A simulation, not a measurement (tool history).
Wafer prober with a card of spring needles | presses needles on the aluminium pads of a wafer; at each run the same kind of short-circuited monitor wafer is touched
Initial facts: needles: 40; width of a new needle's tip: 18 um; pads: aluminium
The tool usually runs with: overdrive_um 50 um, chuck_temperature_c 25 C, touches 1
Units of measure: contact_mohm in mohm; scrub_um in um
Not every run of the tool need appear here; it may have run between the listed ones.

{"run": 1, "day": 0.0, "overdrive_um": 50, "chuck_temperature_c": 25, "touches": 1, "contact_mohm": 287, "scrub_um": 9.92}
{"run": 2, "day": 0.242, "overdrive_um": 50, "chuck_temperature_c": 25, "touches": 1, "contact_mohm": 296, "scrub_um": 9.94}
{"run": 3, "day": 0.471, "overdrive_um": 50, "chuck_temperature_c": 26, "touches": 1, "contact_mohm": 304, "scrub_um": 10.06}
{"run": 4, "day": 0.833, "overdrive_um": 50, "chuck_temperature_c": 25, "touches": 1, "contact_mohm": 316, "scrub_um": 9.98}
{"day": 0.888, "done": "tips cleaned on abrasive film"}
{"run": 5, "day": 1.204, "overdrive_um": 50, "chuck_temperature_c": 25, "touches": 1, "contact_mohm": 288, "scrub_um": 9.92}
{"run": 6, "day": 1.562, "overdrive_um": 50, "chuck_temperature_c": 25, "touches": 1, "contact_mohm": 306, "scrub_um": 10.05}
{"run": 7, "day": 2.071, "overdrive_um": 50, "chuck_temperature_c": 25, "touches": 1, "contact_mohm": 317, "scrub_um": 9.96}
{"day": 2.142, "done": "tips cleaned on abrasive film"}
{"run": 8, "day": 2.479, "overdrive_um": 50, "chuck_temperature_c": 25, "touches": 1, "contact_mohm": 291, "scrub_um": 10.04}
{"run": 9, "day": 2.883, "overdrive_um": 50, "chuck_temperature_c": 25, "touches": 1, "contact_mohm": 310, "scrub_um": 9.94}
{"day": 2.942, "done": "height of the first contact set anew"}
{"run": 10, "day": 3.192, "overdrive_um": 50, "chuck_temperature_c": 25, "touches": 1, "contact_mohm": 317, "scrub_um": 9.7}
{"day": 3.404, "done": "tips cleaned on abrasive film"}
{"run": 11, "day": 3.521, "overdrive_um": 50, "chuck_temperature_c": 123, "touches": 1, "contact_mohm": 296, "scrub_um": 9.62}
{"run": 12, "day": 3.967, "overdrive_um": 50, "chuck_temperature_c": 123, "touches": 1, "contact_mohm": 323, "scrub_um": 9.76}
{"run": 13, "day": 4.492, "overdrive_um": 50, "chuck_temperature_c": 123, "touches": 1, "contact_mohm": 336, "scrub_um": 9.67}
{"day": 4.638, "done": "tips cleaned on abrasive film"}
{"run": 14, "day": 4.958, "overdrive_um": 50, "chuck_temperature_c": 25, "touches": 1, "contact_mohm": 289, "scrub_um": 9.68}
{"run": 15, "day": 5.196, "overdrive_um": 50, "chuck_temperature_c": 25, "touches": 1, "contact_mohm": 300, "scrub_um": 9.68}
{"run": 16, "day": 5.521, "overdrive_um": 50, "chuck_temperature_c": 25, "touches": 1, "contact_mohm": 312, "scrub_um": 9.75}
{"day": 5.879, "done": "height of the first contact set anew, once more"}
{"day": 5.883, "done": "tips cleaned on abrasive film"}
{"run": 17, "day": 6.042, "overdrive_um": 50, "chuck_temperature_c": 40, "touches": 2, "contact_mohm": 272, "scrub_um": 10.13}
{"run": 18, "day": 6.571, "overdrive_um": 36, "chuck_temperature_c": 25, "touches": 2, "contact_mohm": 303, "scrub_um": 7.49}
{"run": 19, "day": 7.088, "overdrive_um": 36, "chuck_temperature_c": 25, "touches": 2, "contact_mohm": 320, "scrub_um": 7.47}
{"day": 7.125, "done": "tips cleaned on abrasive film"}
{"run": 20, "day": 7.358, "overdrive_um": 60, "chuck_temperature_c": 40, "touches": 3, "contact_mohm": 261, "scrub_um": 12.3}
{"run": 21, "day": 7.792, "overdrive_um": 31, "chuck_temperature_c": 37, "touches": 1, "contact_mohm": 379, "scrub_um": 6.37}
{"run": 22, "day": 8.208, "overdrive_um": 31, "chuck_temperature_c": 37, "touches": 1, "contact_mohm": 397, "scrub_um": 6.4}
{"day": 8.362, "done": "tips cleaned on abrasive film"}
{"run": 23, "day": 8.562, "overdrive_um": 31, "chuck_temperature_c": 70, "touches": 2, "contact_mohm": 306, "scrub_um": 6.23}
{"run": 24, "day": 8.983, "overdrive_um": 31, "chuck_temperature_c": 70, "touches": 2, "contact_mohm": 332, "scrub_um": 6.24}
{"run": 25, "day": 9.454, "overdrive_um": 31, "chuck_temperature_c": 70, "touches": 2, "contact_mohm": 349, "scrub_um": 6.29}
{"day": 9.604, "done": "tips cleaned on abrasive film"}
{"run": 26, "day": 9.742, "overdrive_um": 47, "chuck_temperature_c": 70, "touches": 2, "contact_mohm": 279, "scrub_um": 9.62}
{"run": 27, "day": 10.125, "overdrive_um": 47, "chuck_temperature_c": 70, "touches": 2, "contact_mohm": 293, "scrub_um": 9.6}
{"run": 28, "day": 10.438, "overdrive_um": 45, "chuck_temperature_c": 57, "touches": 1, "contact_mohm": 325, "scrub_um": 9.19}
{"run": 29, "day": 10.788, "overdrive_um": 54, "chuck_temperature_c": 30, "touches": 2, "contact_mohm": 286, "scrub_um": 11.03}
{"day": 10.867, "done": "tips cleaned on abrasive film"}
{"run": 30, "day": 11.229, "overdrive_um": 54, "chuck_temperature_c": 30, "touches": 2, "contact_mohm": 273, "scrub_um": 11.09}

Some steps in contact_mohm between neighbouring runs. How much of each would the tool show without its hidden state too (settings, what came in, random variation), and how much is left for the hidden state, with any gauge scatter that isn't in both results?
The tool's hidden condition here consists of: debris on the tips, nm; way that the needles fall short of the set height, um; tips' diameter, um; drift of the gauge itself on contact_mohm, %; drift of the gauge itself on scrub_um, %.
Run 20 -> 21: overdrive_um 60 -> 31, chuck_temperature_c 40 -> 37, touches 3 -> 1. contact_mohm +118 mohm: hidden state +103, all else +15.
Run 22 -> 23: chuck_temperature_c 37 -> 70, touches 1 -> 2, tips cleaned on abrasive film. contact_mohm -91 mohm: hidden state -104, all else +13.
Run 25 -> 26: overdrive_um 31 -> 47, tips cleaned on abrasive film. contact_mohm -70 mohm: hidden state -64, all else -6.
